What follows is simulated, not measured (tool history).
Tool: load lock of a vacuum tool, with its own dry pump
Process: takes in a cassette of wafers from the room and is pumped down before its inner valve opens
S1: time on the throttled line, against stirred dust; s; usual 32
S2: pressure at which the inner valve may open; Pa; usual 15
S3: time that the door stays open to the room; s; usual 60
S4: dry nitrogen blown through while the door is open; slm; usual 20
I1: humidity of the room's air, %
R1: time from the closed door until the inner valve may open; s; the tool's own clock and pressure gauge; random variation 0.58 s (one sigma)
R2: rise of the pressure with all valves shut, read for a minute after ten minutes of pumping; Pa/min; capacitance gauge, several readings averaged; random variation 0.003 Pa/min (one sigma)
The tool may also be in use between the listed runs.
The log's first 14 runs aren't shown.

run 15 hour=5133.4 | S1=32 S2=29 S3=60 S4=20 | I1=44.4 | R1=85.4 R2=0.057
run 16 hour=5362.7 | S1=32 S2=29 S3=60 S4=20 | I1=42.8 | R1=84.7 R2=0.062
run 17 hour=5845.3 | S1=32 S2=29 S3=60 S4=20 | I1=46.6 | R1=86.9 R2=0.071
run 18 hour=6063.7 | S1=32 S2=29 S3=60 S4=20 | I1=43.6 | R1=85.7 R2=0.066
run 19 hour=6476.5 | S1=32 S2=29 S3=60 S4=20 | I1=44.1 | R1=86.1 R2=0.066
run 20 hour=6794.4 | S1=17 S2=26 S3=33 S4=8 | I1=45.6 | R1=75.6 R2=0.061
run 21 hour=7145.7 | S1=31 S2=13 S3=172 S4=14 | I1=43.7 | R1=92.1 R2=0.142
run 22 hour=7505.8 | S1=31 S2=13 S3=172 S4=14 | I1=45.3 | R1=93.2 R2=0.155
run 23 hour=7842.8 | S1=17 S2=15 S3=60 S4=9 | I1=43 | R1=82.3 R2=0.089
run 24 hour=8232.5 | S1=17 S2=15 S3=60 S4=9 | I1=46.3 | R1=83.5 R2=0.101
run 25 hour=8546.9 | S1=45 S2=17 S3=159 S4=24 | I1=50.1 | R1=100.9 R2=0.142
run 26 hour=9005 | S1=45 S2=17 S3=159 S4=24 | I1=42.9 | R1=102 R2=0.137
run 27 hour=9525.5 | S1=32 S2=15 S3=79 S4=20 | I1=46.4 | R1=95.1 R2=0.112
run 28 hour=9840.2 | S1=25 S2=15 S3=79 S4=8 | I1=42.6 | R1=91.3 R2=0.121
run 29 hour=10212.1 | S1=57 S2=15 S3=185 S4=7 | I1=44.6 | R1=113 R2=0.203
run 30 hour=10503.4 | S1=45 S2=19 S3=60 S4=5 | I1=48.1 | R1=103.6 R2=0.13
run 31 hour=11034.3 | S1=45 S2=19 S3=60 S4=5 | I1=45.3 | R1=102 R2=0.131
run 32 hour=11424.8 | S1=45 S2=19 S3=60 S4=5 | I1=46.8 | R1=103.6 R2=0.141
run 33 hour=11957 | S1=32 S2=15 S3=60 S4=34 | I1=43.8 | R1=99.3 R2=0.117
run 34 hour=12449.1 | S1=50 S2=15 S3=60 S4=14 | I1=47.7 | R1=109.7 R2=0.15
-- hour=12772 dry pump taken out, an overhauled one fitted
run 35 hour=12810.6 | S1=45 S2=15 S3=73 S4=17 | I1=42.5 | R1=92.5 R2=0.154
run 36 hour=13227 | S1=32 S2=19 S3=60 S4=20 | I1=41.2 | R1=80.3 R2=0.15
run 37 hour=13737.5 | S1=58 S2=15 S3=60 S4=20 | I1=47.6 | R1=100.7 R2=0.174

Forecast each of these 3 alternatives for the next run:
run A hour=13991.4 | S1=58 S2=15 S3=125 S4=14 | I1=46.7 | R1=? R2=?
run B hour=13991.4 | S1=32 S2=21 S3=60 S4=20 | I1=43.8 | R1=? R2=?
run C hour=13991.4 | S1=58 S2=13 S3=80 S4=17 | I1=46.1 | R1=? R2=?

run=A R1=103.9 R2=0.215
run=B R1=80.9 R2=0.168
run=C R1=103.9 R2=0.186
Without the tool's hidden state the same runs would have given:
run=A R1=103.1 R2=0.094
run=B R1=80.2 R2=0.046
run=C R1=103.2 R2=0.063
